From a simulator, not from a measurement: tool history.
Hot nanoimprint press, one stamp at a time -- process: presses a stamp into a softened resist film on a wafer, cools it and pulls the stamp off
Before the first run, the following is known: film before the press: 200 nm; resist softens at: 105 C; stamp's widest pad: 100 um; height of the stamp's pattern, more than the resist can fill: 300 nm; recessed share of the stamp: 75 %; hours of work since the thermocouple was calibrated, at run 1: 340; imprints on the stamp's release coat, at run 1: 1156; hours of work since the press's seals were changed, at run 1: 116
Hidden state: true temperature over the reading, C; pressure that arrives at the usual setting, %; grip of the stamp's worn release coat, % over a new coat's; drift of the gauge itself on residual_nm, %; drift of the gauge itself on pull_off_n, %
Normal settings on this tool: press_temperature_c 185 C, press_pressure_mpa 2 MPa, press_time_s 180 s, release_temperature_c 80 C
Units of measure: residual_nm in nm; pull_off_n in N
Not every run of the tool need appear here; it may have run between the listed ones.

run     day  press_temperature_c  press_pressure_mpa  press_time_s  release_temperature_c  hours of work since the thermocouple was calibrated  imprints on the stamp's release coat  hours of work since the press's seals were changed  residual_nm  pull_off_n
  1       0                  185                   2           180                     80                                                  340                                  1156                                                 116           90         136
  2   2.233                  185                   2           325                     80                                                  380                                  1406                                                 156         70.1         132
  3   4.554                  179                   2           180                     80                                                  422                                  1666                                                 198        118.5         139
      6.392  -- stamp cleaned and given a new release coat
      7.596  -- plate thermocouple calibrated
  4   7.917                  179                   2           180                     80                                                    6                                   156                                                 252        119.2         136
  5  10.967                  179                2.03           180                     80                                                   61                                   498                                                 307        118.6         132
  6  12.217                  179                2.03           180                     80                                                   84                                   638                                                 330        118.8         132
  7  13.588                  179                2.03           180                     80                                                  108                                   791                                                 355        118.9         134
  8  15.629                  195                   2           180                     80                                                  145                                  1020                                                 392         54.9         136
  9  17.162                  195                   2           180                     80                                                  173                                  1192                                                 420         54.7         143
 10   20.25                  195                   2           180                     80                                                  229                                  1538                                                 475         54.5         134
 11  22.888                  195                   2           180                     80                                                  277                                  1833                                                 523         55.3         135
     23.354  -- stamp cleaned and given a new release coat
 12  25.921                  195                   2           180                     80                                                  327                                   287                                                 573         54.7         134
 13    27.6                  195                3.03           307                     80                                                  357                                   475                                                 604           35         132
 14  29.729                  184                   2           180                     79                                                  396                                   714                                                 642           96         139
 15  32.429                  184                   2           180                     79                                                  444                                  1016                                                 691           96         140
     33.979  -- plate thermocouple calibrated
 16  33.988                  184                1.59           227                     68                                                    0                                  1177                                                 717         95.8         176
 17  36.604                  185                1.63           302                     80                                                   47                                  1470                                                 764         80.7         132
 18   38.05                  185                1.63           302                     80                                                   74                                  1632                                                 790         80.7         137
     40.167  -- stamp cleaned and given a new release coat
 19  41.367                  185                1.63           302                     80                                                  129                                   134                                                 846         80.5         134

Branching from run 19: 4 alternative next runs. What would each branch give?
  A  44.312                  176                   2           213                     80                                                  182                                   464                                                 899            ?           ?
  B  44.312                  185                1.73           180                     88                                                  182                                   464                                                 899            ?           ?
  C  44.312                  185                1.63           302                     77                                                  182                                   464                                                 899            ?           ?
  D  44.312                  185                1.83           180                     80                                                  182                                   464                                                 899            ?           ?

run  residual_nm  pull_off_n
  A        130.1         131
  B         97.4         103
  C         80.9         145
  D         95.3         133
Without the tool's hidden state the same runs would have given:
run  residual_nm  pull_off_n
  A        127.4         131
  B         95.4         103
  C         79.2         144
  D         93.4         132
